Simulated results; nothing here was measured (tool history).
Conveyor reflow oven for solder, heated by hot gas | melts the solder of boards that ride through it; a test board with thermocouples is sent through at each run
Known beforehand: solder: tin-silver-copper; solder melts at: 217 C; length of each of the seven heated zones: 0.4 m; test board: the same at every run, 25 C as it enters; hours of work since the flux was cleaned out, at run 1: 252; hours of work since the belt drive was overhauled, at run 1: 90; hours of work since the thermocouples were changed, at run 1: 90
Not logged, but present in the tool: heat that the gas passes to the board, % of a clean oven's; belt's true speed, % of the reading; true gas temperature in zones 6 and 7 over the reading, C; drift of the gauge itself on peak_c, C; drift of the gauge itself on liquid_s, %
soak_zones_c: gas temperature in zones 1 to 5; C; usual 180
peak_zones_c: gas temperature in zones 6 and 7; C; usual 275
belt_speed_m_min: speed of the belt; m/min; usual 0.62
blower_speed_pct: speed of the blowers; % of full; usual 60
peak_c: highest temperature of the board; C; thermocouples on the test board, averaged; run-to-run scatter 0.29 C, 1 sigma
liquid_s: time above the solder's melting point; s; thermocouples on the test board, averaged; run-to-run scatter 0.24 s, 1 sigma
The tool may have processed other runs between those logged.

run,day,soak_zones_c,peak_zones_c,belt_speed_m_min,blower_speed_pct,hours of work since the flux was cleaned out,hours of work since the belt drive was overhauled,hours of work since the thermocouples were changed,peak_c,liquid_s
1,0,180,275,0.62,60,252,90,90,262.3,66.8
2,0.3,180,275,0.62,60,256,94,94,262.6,67.2
3,0.642,180,275,0.62,60,260,98,98,262.6,67
4,0.938,180,275,0.62,60,264,102,102,262.4,67.2
5,1.283,180,275,0.62,60,268,106,106,262,66.7
6,1.462,180,275,0.62,52,270,108,108,261.2,66
7,1.729,168,275,0.62,60,273,112,112,260.8,62.5
8,1.988,180,275,0.569,83,277,115,115,267,76.3
9,2.329,180,273,0.637,83,281,119,119,262.6,65.7
10,2.512,180,273,0.637,83,283,121,121,263,66

Run 11 comes next. What will it give?
11,2.9,184,275,0.57,53,288,126,126,?,?

Logged for run 11: peak_c 264.2 C, liquid_s 75.9 s.
The same run, on a tool lacking any hidden state, would have yielded peak_c 264.7 C, liquid_s 76.2 s.
